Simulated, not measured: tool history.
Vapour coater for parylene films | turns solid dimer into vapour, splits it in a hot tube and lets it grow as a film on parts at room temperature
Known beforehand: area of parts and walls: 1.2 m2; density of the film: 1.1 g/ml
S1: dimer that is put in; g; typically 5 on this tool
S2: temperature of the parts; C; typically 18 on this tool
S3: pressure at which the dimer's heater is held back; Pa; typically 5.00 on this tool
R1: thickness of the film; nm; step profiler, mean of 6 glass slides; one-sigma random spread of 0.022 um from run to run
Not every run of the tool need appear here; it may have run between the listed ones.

run	hour	S1	S2	S3	R1
1	0.0	5	18	5.00	2340
2	10.4	5	18	5.00	2290
3	22.6	5	18	6.94	2250
4	41.3	5	18	3.99	2330
5	54.5	5	18	3.99	2350
6	64.1	5	10	5.00	2970
7	74.4	4	18	5.00	1830
8	87.6	4	18	5.00	1800
9	98.7	4	18	5.00	1830
10	107.1	5	18	5.00	2250
11	124.4	5	18	5.00	2270
12	132.6	3	18	5.00	1380
13	145.1	6	11	2.38	3570
14	163.8	5	15	5.00	2440
15	181.9	5	15	5.00	2510
16	194.0	3	16	6.96	1340
17	212.1	5	18	5.89	2170
18	227.1	4	18	9.59	1700
19	243.7	5	18	3.68	2280
20	261.4	4	18	8.96	1700
21	272.4	5	13	10.39	2430
22	284.4	5	13	10.39	2470
23	297.1	4	13	8.16	2000

Predict each of these 3 candidate next runs independently; none follows another, all start after run 23:
A	308.7	3	12	9.12	?
B	308.7	4	14	8.16	?
C	308.7	5	18	3.33	?

run	R1
A	1590
B	1940
C	2280
Stripped of hidden state, with their random variation kept, the same runs would have yielded:
run	R1
A	1780
B	2170
C	2550
